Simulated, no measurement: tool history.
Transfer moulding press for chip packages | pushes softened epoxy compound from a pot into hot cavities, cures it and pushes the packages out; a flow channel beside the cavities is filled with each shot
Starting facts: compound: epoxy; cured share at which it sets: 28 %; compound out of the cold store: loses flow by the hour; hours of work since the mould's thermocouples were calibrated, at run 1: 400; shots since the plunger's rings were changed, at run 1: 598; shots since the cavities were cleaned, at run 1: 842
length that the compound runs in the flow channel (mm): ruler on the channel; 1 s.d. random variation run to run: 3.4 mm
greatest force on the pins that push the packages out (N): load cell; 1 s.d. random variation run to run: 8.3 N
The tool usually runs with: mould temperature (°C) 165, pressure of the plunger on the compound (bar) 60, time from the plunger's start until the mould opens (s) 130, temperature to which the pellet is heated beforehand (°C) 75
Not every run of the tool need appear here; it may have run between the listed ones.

run,hour,mould temperature (°C),pressure of the plunger on the compound (bar),time from the plunger's start until the mould opens (s),temperature to which the pellet is heated beforehand (°C),hours of work since the mould's thermocouples were calibrated,shots since the plunger's rings were changed,shots since the cavities were cleaned,incoming compound's hours out of the cold store,length that the compound runs in the flow channel (mm),greatest force on the pins that push the packages out (N)
1,0,165,60,130,75,400,598,842,36.4,536,582
# hour 25.9: cavities cleaned with cleaning compound and waxed
2,42.4,165,60,130,75,420,878,112,11.9,651,752
3,110.4,165,60,130,75,454,1343,577,13.6,639,728
# hour 176.1: cavities cleaned with cleaning compound and waxed
4,192.5,165,60,130,75,494,1895,112,21.4,593,419
# hour 246.2: cavities cleaned with cleaning compound and waxed, once more
5,261.4,165,60,130,75,528,2356,104,27.8,562,397
6,336.1,165,60,130,75,565,2867,615,34.6,534,547
7,388.6,165,60,113,75,591,3227,975,36.6,522,660
# hour 395.8: cavities cleaned with cleaning compound and waxed
# hour 418.6: mould's thermocouples calibrated
8,429.3,165,60,113,75,5,3481,215,30.3,558,497
9,502.2,165,60,113,75,42,3980,714,24.7,575,632
# hour 545.5: cavities cleaned with cleaning compound and waxed
10,578.6,165,60,113,75,79,4493,227,36.1,528,504
11,614.3,165,60,113,75,97,4737,471,46.7,485,563
12,682.7,165,50.9,113,75,131,5205,939,35.5,482,655
# hour 690.6: cavities cleaned with cleaning compound and waxed
# hour 699.1: plunger's sealing rings changed
13,752.6,165,50.9,113,75,163,366,407,31.1,522,555
14,830.8,165,53.9,113,75,202,901,942,18.8,582,689
# hour 838.6: cavities cleaned with cleaning compound and waxed
15,890.1,158,60,148,74,231,1297,353,46.6,505,524
16,940.1,158,60,148,74,256,1639,695,30.5,573,597
# hour 989: cavities cleaned with cleaning compound and waxed
17,994.4,160,45.3,130,75,282,2000,37,45.4,440,426
18,1079.9,160,45.3,130,75,325,2586,623,32,485,632
19,1119.3,158,46.7,146,73,344,2855,892,25.5,524,635
# hour 1138.8: cavities cleaned with cleaning compound and waxed
20,1168.3,158,46.7,146,73,368,3180,202,45.3,441,476
21,1245,158,46.7,146,65,406,3705,727,20.9,536,617
# hour 1286.3: cavities cleaned with cleaning compound and waxed
22,1328.9,170,72.3,133,73,447,4269,292,25.4,616,457
23,1401.2,170,64.2,133,66,483,4763,786,14.5,632,544
# hour 1437.2: cavities cleaned with cleaning compound and waxed
24,1469.7,170,64.2,133,66,516,5222,223,39.4,517,412
# hour 1483.1: plunger's sealing rings changed
25,1519.5,170,64.2,133,66,540,249,546,28,589,487
# hour 1585.9: cavities cleaned with cleaning compound and waxed
26,1598.1,162,73.9,128,75,578,777,83,15.3,713,451
# hour 1654.2: mould's thermocouples calibrated
27,1664.4,172,60,130,73,5,1217,523,15.2,615,497
28,1729.6,172,74.5,130,73,37,1663,969,47.2,532,573

Below are 3 alternative next runs, each starting from the tool's condition after run 28. Predict each:
# hour 1737.9: cavities cleaned with cleaning compound and waxed
A,1775.3,162,45.2,130,79,59,1966,256,12,?,?
# hour 1737.9: cavities cleaned with cleaning compound and waxed
B,1775.3,165,48.5,120,75,59,1966,256,46.5,?,?
# hour 1737.9: cavities cleaned with cleaning compound and waxed
C,1775.3,172,61.2,148,73,59,1966,256,14.2,?,?

run,length that the compound runs in the flow channel (mm),greatest force on the pins that push the packages out (N)
A,565,501
B,444,482
C,626,449
What these runs would have given with no unlogged condition in the tool:
run,length that the compound runs in the flow channel (mm),greatest force on the pins that push the packages out (N)
A,572,392
B,450,380
C,634,356
